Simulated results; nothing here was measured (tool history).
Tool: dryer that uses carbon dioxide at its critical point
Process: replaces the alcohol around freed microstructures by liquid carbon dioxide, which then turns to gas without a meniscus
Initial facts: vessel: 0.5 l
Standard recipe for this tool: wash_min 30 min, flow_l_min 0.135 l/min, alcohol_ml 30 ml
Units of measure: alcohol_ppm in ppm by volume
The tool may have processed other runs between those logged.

run,day,wash_min,flow_l_min,alcohol_ml,alcohol_ppm
1,0.000,30,0.135,30,246
2,0.917,30,0.135,30,253
3,1.529,30,0.163,30,197
4,2.138,19,0.135,30,1122
5,2.912,30,0.135,30,275
6,3.475,30,0.135,30,265
7,4.642,30,0.135,30,277
8,5.346,30,0.135,26,276
9,5.838,30,0.135,26,268
10,6.838,30,0.135,25,286
11,7.533,30,0.135,25,286
12,8.058,30,0.135,25,287
13,9.062,30,0.135,25,292
14,10.004,30,0.135,25,293
15,11.100,30,0.124,25,352
16,12.075,30,0.135,30,317
17,13.025,30,0.135,46,373
18,13.696,37,0.135,46,270
19,14.562,37,0.135,46,270
20,15.492,30,0.151,30,289
21,16.562,30,0.151,30,280
22,17.267,30,0.151,30,297
23,18.033,30,0.129,30,381
24,18.917,30,0.129,30,397
25,19.483,42,0.140,81,271
26,20.146,42,0.140,81,261
27,21.258,42,0.140,81,282
# day 21.804: inlet filter changed
28,22.117,42,0.140,81,262
29,23.050,21,0.230,42,299
30,24.008,21,0.151,37,625
31,24.625,21,0.151,28,551
# day 24.933: purifier's bed changed
32,25.267,43,0.135,26,8
33,26.400,43,0.135,26,19
34,27.142,27,0.133,29,165
35,27.883,27,0.133,29,182
36,28.458,27,0.175,29,40
37,29.129,27,0.175,29,46
38,29.775,27,0.175,29,49
39,30.417,21,0.108,100,4646
40,31.308,26,0.109,60,1164
41,31.792,26,0.109,60,1168
42,32.479,30,0.105,38,467
43,33.171,42,0.135,30,47
44,33.800,42,0.135,30,48
45,34.392,21,0.135,62,1248
46,35.300,20,0.095,35,3161
47,35.783,20,0.095,35,3164

Forecast each of these 4 alternatives for the next run:
A,36.454,21,0.082,36,?
B,36.454,20,0.095,31,?
C,36.454,20,0.120,40,?
D,36.454,37,0.135,85,?

run,alcohol_ppm
A,4401
B,2873
C,1700
D,98
What these runs would have given with no unlogged condition in the tool:
run,alcohol_ppm
A,4002
B,2575
C,1468
D,38
